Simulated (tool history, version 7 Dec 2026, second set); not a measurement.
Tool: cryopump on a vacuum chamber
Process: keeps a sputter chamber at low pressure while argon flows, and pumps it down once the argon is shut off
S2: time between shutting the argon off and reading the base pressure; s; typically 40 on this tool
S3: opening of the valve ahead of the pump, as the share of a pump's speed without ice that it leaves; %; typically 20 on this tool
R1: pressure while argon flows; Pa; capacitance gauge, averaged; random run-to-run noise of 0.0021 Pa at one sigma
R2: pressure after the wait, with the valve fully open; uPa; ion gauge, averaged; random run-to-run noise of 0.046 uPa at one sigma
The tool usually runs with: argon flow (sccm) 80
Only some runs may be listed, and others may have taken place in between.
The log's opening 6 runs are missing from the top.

{"run": 7, "hour": 608.1, "argon flow (sccm)": 80, "S2": 40, "S3": 31, "R1": 0.3608, "R2": 3.33}
{"run": 8, "hour": 659.6, "argon flow (sccm)": 80, "S2": 40, "S3": 31, "R1": 0.365, "R2": 3.34}
{"run": 9, "hour": 720.7, "argon flow (sccm)": 80, "S2": 40, "S3": 31, "R1": 0.3662, "R2": 3.39}
{"hour": 770.5, "done": "pump warmed up, emptied and cooled again"}
{"run": 10, "hour": 777.4, "argon flow (sccm)": 80, "S2": 40, "S3": 31, "R1": 0.3384, "R2": 3.24}
{"run": 11, "hour": 838.6, "argon flow (sccm)": 80, "S2": 40, "S3": 31, "R1": 0.337, "R2": 3.27}
{"run": 12, "hour": 955.9, "argon flow (sccm)": 80, "S2": 40, "S3": 31, "R1": 0.3427, "R2": 3.49}
{"run": 13, "hour": 1078.5, "argon flow (sccm)": 80, "S2": 75, "S3": 20, "R1": 0.5335, "R2": 2.41}
{"run": 14, "hour": 1156.2, "argon flow (sccm)": 80, "S2": 40, "S3": 20, "R1": 0.5328, "R2": 3.77}
{"run": 15, "hour": 1260.5, "argon flow (sccm)": 80, "S2": 40, "S3": 20, "R1": 0.5388, "R2": 3.98}
{"run": 16, "hour": 1371.8, "argon flow (sccm)": 80, "S2": 40, "S3": 20, "R1": 0.5419, "R2": 4.17}
{"run": 17, "hour": 1467.3, "argon flow (sccm)": 80, "S2": 40, "S3": 20, "R1": 0.5474, "R2": 4.17}
{"hour": 1545.0, "done": "pump warmed up, emptied and cooled again"}
{"run": 18, "hour": 1590.1, "argon flow (sccm)": 35, "S2": 40, "S3": 20, "R1": 0.2293, "R2": 4.04}
{"run": 19, "hour": 1710.7, "argon flow (sccm)": 35, "S2": 40, "S3": 20, "R1": 0.2301, "R2": 4.05}
{"run": 20, "hour": 1828.0, "argon flow (sccm)": 78, "S2": 32, "S3": 45, "R1": 0.2389, "R2": 4.98}
{"run": 21, "hour": 1895.7, "argon flow (sccm)": 78, "S2": 32, "S3": 45, "R1": 0.2431, "R2": 5.05}
{"run": 22, "hour": 1959.6, "argon flow (sccm)": 110, "S2": 22, "S3": 41, "R1": 0.3761, "R2": 6.51}
{"run": 23, "hour": 2017.7, "argon flow (sccm)": 80, "S2": 38, "S3": 20, "R1": 0.5387, "R2": 4.72}
{"run": 24, "hour": 2079.4, "argon flow (sccm)": 80, "S2": 40, "S3": 35, "R1": 0.3214, "R2": 4.66}
{"run": 25, "hour": 2189.5, "argon flow (sccm)": 73, "S2": 69, "S3": 36, "R1": 0.2897, "R2": 3.75}
{"run": 26, "hour": 2256.0, "argon flow (sccm)": 73, "S2": 69, "S3": 36, "R1": 0.2926, "R2": 4.07}
{"hour": 2311.6, "done": "pump warmed up, emptied and cooled again"}
{"run": 27, "hour": 2341.4, "argon flow (sccm)": 58, "S2": 40, "S3": 20, "R1": 0.3806, "R2": 4.53}
{"run": 28, "hour": 2445.9, "argon flow (sccm)": 36, "S2": 34, "S3": 38, "R1": 0.1273, "R2": 5.17}
{"run": 29, "hour": 2512.3, "argon flow (sccm)": 130, "S2": 210, "S3": 17, "R1": 1.0045, "R2": 2.73}
{"hour": 2555.3, "done": "leaking fittings of the chamber tightened, without venting"}
{"run": 30, "hour": 2625.3, "argon flow (sccm)": 130, "S2": 210, "S3": 17, "R1": 1.0152, "R2": 0.81}

The next listed run, before its measurement:
{"run": 31, "hour": 2746.5, "argon flow (sccm)": 80, "S2": 41, "S3": 20, "R1": "?", "R2": "?"}

Logged for run 31: R1 0.538 Pa, R2 2.94 uPa.
With the hidden condition absent and the run-to-run variation left alone, this run would have shown R1 0.5171 Pa, R2 2.69 uPa.

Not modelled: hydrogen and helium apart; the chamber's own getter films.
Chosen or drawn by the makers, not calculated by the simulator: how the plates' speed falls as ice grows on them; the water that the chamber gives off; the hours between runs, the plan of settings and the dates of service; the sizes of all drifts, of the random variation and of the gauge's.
